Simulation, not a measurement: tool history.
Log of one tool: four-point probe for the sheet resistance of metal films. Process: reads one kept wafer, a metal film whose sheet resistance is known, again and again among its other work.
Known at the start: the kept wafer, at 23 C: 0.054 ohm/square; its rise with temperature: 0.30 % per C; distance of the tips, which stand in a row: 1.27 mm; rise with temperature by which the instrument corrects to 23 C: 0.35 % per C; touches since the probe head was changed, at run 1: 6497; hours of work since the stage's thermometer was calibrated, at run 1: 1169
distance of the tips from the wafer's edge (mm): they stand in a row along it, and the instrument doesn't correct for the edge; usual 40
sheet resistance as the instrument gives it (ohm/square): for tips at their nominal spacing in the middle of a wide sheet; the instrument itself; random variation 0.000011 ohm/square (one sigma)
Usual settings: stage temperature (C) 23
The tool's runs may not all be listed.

run	hour	stage temperature (C)	distance of the tips from the wafer's edge (mm)	touches since the probe head was changed	hours of work since the stage's thermometer was calibrated	sheet resistance as the instrument gives it (ohm/square)
1	0.0	23	40	6497	1169	0.054031
2	19.5	23	40	7573	1183	0.054019
3	40.2	23	40	8711	1198	0.054019
4	65.6	23	40	10112	1216	0.054027
5	91.1	26	40	11517	1234	0.053950
6	107.5	23	40	12424	1246	0.054021
7	134.8	23	40	13930	1266	0.054016
8	147.9	23	40	14649	1275	0.054040
9	166.8	23	4	15695	1289	0.056780
10	194.0	23	6	17192	1308	0.055271
11	211.7	23	6	18166	1321	0.055291
12	233.3	30	3	19360	1336	0.058523
13	259.0	30	3	20775	1354	0.058501
14	274.6	32	23	21633	1366	0.053857
15	289.1	32	23	22437	1376	0.053857
16	313.0	32	7	23752	1393	0.054706
17	340.6	32	7	25277	1413	0.054693
18	369.7	24	4	26876	1434	0.056702
19	393.7	24	4	28203	1451	0.056744
20	408.5	28	55	29019	1461	0.053884
21	428.6	21	15	30124	1476	0.054251

Forecast each of these 4 alternatives for the next run:
A	448.6	30	9	31230	1490	?
B	448.6	21	22	31230	1490	?
C	448.6	22	15	31230	1490	?
D	448.6	32	5	31230	1490	?

run	sheet resistance as the instrument gives it (ohm/square)
A	0.054389
B	0.054141
C	0.054228
D	0.055579
Without the tool's hidden state the same runs would have given:
run	sheet resistance as the instrument gives it (ohm/square)
A	0.054394
B	0.054146
C	0.054233
D	0.055585
